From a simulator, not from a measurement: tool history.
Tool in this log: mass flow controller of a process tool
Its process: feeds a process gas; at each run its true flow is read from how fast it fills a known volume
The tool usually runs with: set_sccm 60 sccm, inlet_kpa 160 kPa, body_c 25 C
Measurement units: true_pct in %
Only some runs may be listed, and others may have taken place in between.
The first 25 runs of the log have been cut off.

| run | hour | set_sccm | inlet_kpa | body_c | hours of work since the controller was set to zero | hours of work since the controller was changed | true_pct |
|---|---|---|---|---|---|---|---|
| 26 | 6673.3 | 118 | 160 | 22 | 1879 | 10359 | 100.05 |
| 27 | 6854.2 | 170 | 168 | 36 | 1968 | 10447 | 99.67 |
| 28 | 7107.7 | 42 | 267 | 24 | 2092 | 10571 | 99.89 |
| 29 | 7414.0 | 42 | 267 | 24 | 2242 | 10721 | 99.95 |
| 30 | 7668.9 | 42 | 267 | 24 | 2366 | 10846 | 100.00 |
| 31 | 8024.9 | 60 | 254 | 22 | 2540 | 11020 | 100.40 |
| 32 | 8317.0 | 60 | 155 | 27 | 2683 | 11163 | 99.79 |
|  | 8680.7 | gauge calibrated |
| 33 | 8713.9 | 77 | 155 | 27 | 2877 | 11357 | 98.64 |
| 34 | 9049.0 | 92 | 188 | 25 | 3041 | 11521 | 99.16 |
| 35 | 9409.3 | 60 | 186 | 26 | 3218 | 11697 | 98.96 |
| 36 | 9622.8 | 65 | 160 | 27 | 3322 | 11801 | 98.98 |
|  | 9662.2 | controller exchanged for a calibrated one |
| 37 | 9862.1 | 65 | 160 | 27 | 98 | 98 | 98.96 |
| 38 | 10028.2 | 149 | 160 | 32 | 179 | 179 | 99.42 |
| 39 | 10298.4 | 20 | 160 | 31 | 311 | 311 | 98.48 |
| 40 | 10566.0 | 44 | 160 | 27 | 442 | 442 | 99.00 |
| 41 | 10882.4 | 44 | 160 | 27 | 597 | 597 | 98.95 |
| 42 | 11070.0 | 44 | 160 | 27 | 689 | 689 | 99.17 |
| 43 | 11401.1 | 44 | 160 | 27 | 851 | 851 | 99.25 |
| 44 | 11608.7 | 60 | 162 | 20 | 952 | 952 | 100.04 |
| 45 | 11874.3 | 60 | 205 | 32 | 1082 | 1082 | 99.35 |
| 46 | 12266.0 | 60 | 205 | 32 | 1274 | 1274 | 99.47 |
| 47 | 12568.6 | 60 | 205 | 32 | 1422 | 1422 | 99.51 |

Consider 5 possible next runs. They are alternatives, not a sequence: every one starts from the tool as it was left by run 47. What does each give?
| A | 12835.1 | 60 | 160 | 35 | 1552 | 1552 | ? |
| B | 12835.1 | 60 | 172 | 32 | 1552 | 1552 | ? |
| C | 12835.1 | 87 | 257 | 26 | 1552 | 1552 | ? |
| D | 12835.1 | 128 | 160 | 31 | 1552 | 1552 | ? |
| E | 12835.1 | 60 | 269 | 25 | 1552 | 1552 | ? |

| run | true_pct |
|---|---|
| A | 99.21 |
| B | 99.53 |
| C | 100.47 |
| D | 99.97 |
| E | 100.45 |
What these runs would have given with no unlogged condition in the tool:
| run | true_pct |
|---|---|
| A | 98.01 |
| B | 98.33 |
| C | 99.26 |
| D | 98.77 |
| E | 99.24 |
